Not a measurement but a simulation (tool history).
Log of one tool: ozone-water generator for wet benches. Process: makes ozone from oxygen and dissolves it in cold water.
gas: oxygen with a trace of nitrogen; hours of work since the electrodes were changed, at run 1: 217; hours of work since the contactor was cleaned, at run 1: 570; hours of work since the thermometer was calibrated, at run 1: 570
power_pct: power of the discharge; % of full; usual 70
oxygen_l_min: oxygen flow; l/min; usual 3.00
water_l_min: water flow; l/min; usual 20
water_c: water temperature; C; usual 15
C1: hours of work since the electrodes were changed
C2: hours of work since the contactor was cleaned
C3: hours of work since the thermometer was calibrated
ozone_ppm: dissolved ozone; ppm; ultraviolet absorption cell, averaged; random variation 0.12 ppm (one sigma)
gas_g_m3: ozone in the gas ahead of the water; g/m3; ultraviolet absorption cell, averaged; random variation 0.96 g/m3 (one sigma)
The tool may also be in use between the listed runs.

{"run": 1, "hour": 0.0, "power_pct": 70, "oxygen_l_min": 3.0, "water_l_min": 20, "water_c": 15, "C1": 217, "C2": 570, "C3": 570, "ozone_ppm": 11.3, "gas_g_m3": 161.9}
{"run": 2, "hour": 170.5, "power_pct": 70, "oxygen_l_min": 2.47, "water_l_min": 20, "water_c": 15, "C1": 341, "C2": 695, "C3": 695, "ozone_ppm": 11.0, "gas_g_m3": 182.1}
{"run": 3, "hour": 294.8, "power_pct": 70, "oxygen_l_min": 3.0, "water_l_min": 20, "water_c": 15, "C1": 432, "C2": 786, "C3": 786, "ozone_ppm": 11.3, "gas_g_m3": 162.3}
{"run": 4, "hour": 387.1, "power_pct": 70, "oxygen_l_min": 3.0, "water_l_min": 20, "water_c": 15, "C1": 500, "C2": 853, "C3": 853, "ozone_ppm": 11.3, "gas_g_m3": 160.7}
{"run": 5, "hour": 551.3, "power_pct": 70, "oxygen_l_min": 3.0, "water_l_min": 20, "water_c": 15, "C1": 620, "C2": 974, "C3": 974, "ozone_ppm": 11.2, "gas_g_m3": 162.0}
{"run": 6, "hour": 632.6, "power_pct": 70, "oxygen_l_min": 3.0, "water_l_min": 20, "water_c": 15, "C1": 680, "C2": 1033, "C3": 1033, "ozone_ppm": 11.1, "gas_g_m3": 159.9}
{"run": 7, "hour": 748.0, "power_pct": 70, "oxygen_l_min": 3.0, "water_l_min": 20, "water_c": 15, "C1": 764, "C2": 1118, "C3": 1118, "ozone_ppm": 11.0, "gas_g_m3": 159.8}
{"run": 8, "hour": 924.2, "power_pct": 70, "oxygen_l_min": 3.0, "water_l_min": 20, "water_c": 16, "C1": 893, "C2": 1247, "C3": 1247, "ozone_ppm": 10.9, "gas_g_m3": 160.3}
{"run": 9, "hour": 1086.4, "power_pct": 70, "oxygen_l_min": 3.0, "water_l_min": 20, "water_c": 16, "C1": 1012, "C2": 1366, "C3": 1366, "ozone_ppm": 10.8, "gas_g_m3": 159.0}
{"run": 10, "hour": 1172.1, "power_pct": 70, "oxygen_l_min": 3.0, "water_l_min": 20, "water_c": 16, "C1": 1075, "C2": 1428, "C3": 1428, "ozone_ppm": 10.5, "gas_g_m3": 159.0}
{"run": 11, "hour": 1263.0, "power_pct": 70, "oxygen_l_min": 3.0, "water_l_min": 24, "water_c": 15, "C1": 1142, "C2": 1495, "C3": 1495, "ozone_ppm": 8.8, "gas_g_m3": 157.1}
{"hour": 1350.8, "done": "contactor cleaned"}
{"run": 12, "hour": 1379.9, "power_pct": 70, "oxygen_l_min": 3.0, "water_l_min": 24, "water_c": 15, "C1": 1224, "C2": 21, "C3": 1578, "ozone_ppm": 9.0, "gas_g_m3": 158.4}
{"run": 13, "hour": 1548.3, "power_pct": 70, "oxygen_l_min": 3.0, "water_l_min": 24, "water_c": 15, "C1": 1348, "C2": 145, "C3": 1701, "ozone_ppm": 9.1, "gas_g_m3": 159.1}
{"run": 14, "hour": 1679.8, "power_pct": 70, "oxygen_l_min": 3.0, "water_l_min": 20, "water_c": 15, "C1": 1444, "C2": 241, "C3": 1797, "ozone_ppm": 10.7, "gas_g_m3": 155.6}
{"run": 15, "hour": 1765.6, "power_pct": 70, "oxygen_l_min": 3.0, "water_l_min": 20, "water_c": 15, "C1": 1507, "C2": 304, "C3": 1860, "ozone_ppm": 11.1, "gas_g_m3": 158.7}
{"run": 16, "hour": 1880.8, "power_pct": 70, "oxygen_l_min": 3.28, "water_l_min": 20, "water_c": 15, "C1": 1591, "C2": 388, "C3": 1945, "ozone_ppm": 11.0, "gas_g_m3": 147.5}
{"run": 17, "hour": 2011.8, "power_pct": 70, "oxygen_l_min": 3.28, "water_l_min": 20, "water_c": 15, "C1": 1687, "C2": 484, "C3": 2040, "ozone_ppm": 10.8, "gas_g_m3": 148.1}
{"hour": 2022.9, "done": "water thermometer calibrated"}
{"run": 18, "hour": 2086.3, "power_pct": 80, "oxygen_l_min": 1.89, "water_l_min": 21, "water_c": 9, "C1": 1741, "C2": 538, "C3": 46, "ozone_ppm": 11.0, "gas_g_m3": 231.0}
{"run": 19, "hour": 2248.5, "power_pct": 70, "oxygen_l_min": 2.52, "water_l_min": 20, "water_c": 11, "C1": 1860, "C2": 657, "C3": 165, "ozone_ppm": 11.1, "gas_g_m3": 175.7}
{"run": 20, "hour": 2380.0, "power_pct": 70, "oxygen_l_min": 2.52, "water_l_min": 20, "water_c": 11, "C1": 1956, "C2": 753, "C3": 262, "ozone_ppm": 10.9, "gas_g_m3": 173.9}
{"run": 21, "hour": 2542.8, "power_pct": 70, "oxygen_l_min": 2.52, "water_l_min": 20, "water_c": 11, "C1": 2076, "C2": 873, "C3": 381, "ozone_ppm": 11.2, "gas_g_m3": 173.8}
{"run": 22, "hour": 2633.1, "power_pct": 55, "oxygen_l_min": 2.61, "water_l_min": 20, "water_c": 22, "C1": 2142, "C2": 939, "C3": 447, "ozone_ppm": 8.5, "gas_g_m3": 145.4}
{"run": 23, "hour": 2707.9, "power_pct": 55, "oxygen_l_min": 2.61, "water_l_min": 20, "water_c": 22, "C1": 2196, "C2": 994, "C3": 502, "ozone_ppm": 8.4, "gas_g_m3": 146.6}
{"run": 24, "hour": 2866.7, "power_pct": 83, "oxygen_l_min": 3.0, "water_l_min": 20, "water_c": 11, "C1": 2313, "C2": 1110, "C3": 618, "ozone_ppm": 11.9, "gas_g_m3": 170.2}
{"run": 25, "hour": 2987.6, "power_pct": 83, "oxygen_l_min": 5.06, "water_l_min": 20, "water_c": 11, "C1": 2401, "C2": 1198, "C3": 707, "ozone_ppm": 12.3, "gas_g_m3": 122.0}
{"hour": 3008.0, "done": "water thermometer calibrated, once more"}
{"run": 26, "hour": 3165.8, "power_pct": 70, "oxygen_l_min": 3.0, "water_l_min": 28, "water_c": 15, "C1": 2532, "C2": 1329, "C3": 116, "ozone_ppm": 7.3, "gas_g_m3": 153.7}
{"run": 27, "hour": 3310.4, "power_pct": 63, "oxygen_l_min": 3.0, "water_l_min": 13, "water_c": 17, "C1": 2637, "C2": 1435, "C3": 222, "ozone_ppm": 14.5, "gas_g_m3": 142.5}
{"run": 28, "hour": 3461.9, "power_pct": 59, "oxygen_l_min": 3.66, "water_l_min": 14, "water_c": 7, "C1": 2748, "C2": 1545, "C3": 332, "ozone_ppm": 14.4, "gas_g_m3": 119.6}
{"hour": 3482.2, "done": "contactor cleaned"}
{"run": 29, "hour": 3596.3, "power_pct": 70, "oxygen_l_min": 3.0, "water_l_min": 19, "water_c": 15, "C1": 2844, "C2": 84, "C3": 428, "ozone_ppm": 11.3, "gas_g_m3": 151.0}
{"run": 30, "hour": 3757.1, "power_pct": 62, "oxygen_l_min": 5.03, "water_l_min": 15, "water_c": 15, "C1": 2962, "C2": 201, "C3": 546, "ozone_ppm": 12.4, "gas_g_m3": 101.1}
{"run": 31, "hour": 3889.9, "power_pct": 62, "oxygen_l_min": 5.03, "water_l_min": 15, "water_c": 15, "C1": 3059, "C2": 299, "C3": 643, "ozone_ppm": 12.4, "gas_g_m3": 100.4}
{"run": 32, "hour": 4056.2, "power_pct": 55, "oxygen_l_min": 2.75, "water_l_min": 20, "water_c": 20, "C1": 3181, "C2": 420, "C3": 765, "ozone_ppm": 8.4, "gas_g_m3": 136.5}
{"run": 33, "hour": 4226.4, "power_pct": 70, "oxygen_l_min": 3.89, "water_l_min": 20, "water_c": 14, "C1": 3305, "C2": 545, "C3": 889, "ozone_ppm": 10.5, "gas_g_m3": 126.0}

How the hidden state differs across the entries between the runs, from the last listed run before each to the first after it:
Between runs 11 and 12: contactor cleaned (hour 1350.8)
  yield of the discharge, % of new electrodes': 97 -> 96.9; contactor's efficiency, % of a clean one's: 95.9 -> 98.8; true water temperature over the reading, C: 0.15 -> 0.16
  measured less the result without the state, ozone_ppm: -0.5 -> -0.4 ppm; gas_g_m3: -4.8 -> -5.2 g/m3
Between runs 17 and 18: water thermometer calibrated (hour 2022.9)
  yield of the discharge, % of new electrodes': 95.7 -> 95.6; contactor's efficiency, % of a clean one's: 97.6 -> 97.4; true water temperature over the reading, C: 0.22 -> 0.31
  measured less the result without the state, ozone_ppm: -0.7 -> -0.7 ppm; gas_g_m3: -6.6 -> -11.6 g/m3
Between runs 25 and 26: water thermometer calibrated, once more (hour 3008.0)
  yield of the discharge, % of new electrodes': 93.9 -> 93.6; contactor's efficiency, % of a clean one's: 95.6 -> 95.3; true water temperature over the reading, C: 0.39 -> 0.06
  measured less the result without the state, ozone_ppm: -1.3 -> -0.7 ppm; gas_g_m3: -8.7 -> -10.5 g/m3
Between runs 28 and 29: contactor cleaned (hour 3482.2)
  yield of the discharge, % of new electrodes': 93 -> 92.8; contactor's efficiency, % of a clean one's: 94.7 -> 99.4; true water temperature over the reading, C: 0.09 -> 0.1
  measured less the result without the state, ozone_ppm: -1.3 -> -0.9 ppm; gas_g_m3: -8.0 -> -11.7 g/m3
